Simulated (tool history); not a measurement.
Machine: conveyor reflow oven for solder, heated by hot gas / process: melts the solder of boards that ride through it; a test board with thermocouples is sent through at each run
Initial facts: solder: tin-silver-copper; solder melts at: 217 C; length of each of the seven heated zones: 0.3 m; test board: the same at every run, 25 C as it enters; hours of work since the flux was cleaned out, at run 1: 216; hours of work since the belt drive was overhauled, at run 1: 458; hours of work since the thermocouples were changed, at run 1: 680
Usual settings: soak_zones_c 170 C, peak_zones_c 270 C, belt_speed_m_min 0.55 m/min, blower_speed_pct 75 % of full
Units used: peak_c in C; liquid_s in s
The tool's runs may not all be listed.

run	day	soak_zones_c	peak_zones_c	belt_speed_m_min	blower_speed_pct	hours of work since the flux was cleaned out	hours of work since the belt drive was overhauled	hours of work since the thermocouples were changed	peak_c	liquid_s
1	0	170	270	0.55	75	216	458	680	250	46.3
# day 1.371: thermocouples of zones 6 and 7 changed
2	2.304	170	270	0.55	75	238	480	9	252.7	47.8
3	3.346	170	270	0.55	75	248	490	20	252.8	47.8
4	5.633	170	270	0.55	75	271	513	43	252	47.5
5	7.158	177	270	0.55	75	286	528	58	253.7	50.8
6	9.25	170	270	0.55	75	307	549	79	252.3	47.8
7	11.471	170	270	0.55	75	329	571	101	252.2	47.3
8	13.283	177	270	0.55	75	347	589	119	253	50.6
9	14.642	170	270	0.55	60	361	603	132	246.6	42.6
10	16.092	170	270	0.55	60	375	617	147	246.5	42.5
# day 16.779: flux residue cleaned out of gas plates and filters
11	18.121	170	270	0.55	60	13	635	165	247.8	43.6
12	20.275	170	270	0.55	60	35	657	186	247.5	43.5
13	21.646	170	266	0.55	75	49	671	200	248.8	46
14	23.554	170	266	0.55	75	68	690	219	249	45.9
15	25.088	170	266	0.55	75	83	705	234	248.8	46
16	26.696	168	279	0.55	75	99	721	250	259.6	51.8
17	29.054	171	270	0.555	53	122	744	274	243.9	39.5
18	30.242	170	279	0.477	75	134	756	286	264.7	63.9
19	32.408	157	284	0.491	75	156	778	307	266.1	58.8
20	34.725	157	284	0.491	75	179	801	330	265.7	59
21	36.621	174	284	0.57	75	198	820	349	263.3	52.9
22	37.621	174	284	0.465	75	208	830	359	270.1	69.4
23	39.404	174	284	0.465	75	226	848	377	269.5	69.1
24	41.354	162	267	0.574	64	245	867	397	241.5	35.1
25	43.117	162	267	0.574	64	263	885	414	241.5	34.8
26	44.954	176	267	0.574	50	281	903	432	239.2	34.7

Forecast each of these 3 alternatives for the next run:
A	47.292	176	263	0.503	73	304	926	456	?	?
B	47.292	160	268	0.55	79	304	926	456	?	?
C	47.292	172	260	0.55	76	304	926	456	?	?

run	peak_c	liquid_s
A	248.1	52.2
B	248.3	42.9
C	243.1	42
Without the tool's unlogged condition, the same runs would have read:
run	peak_c	liquid_s
A	249.9	53.1
B	250.4	44.1
C	244.9	43.3
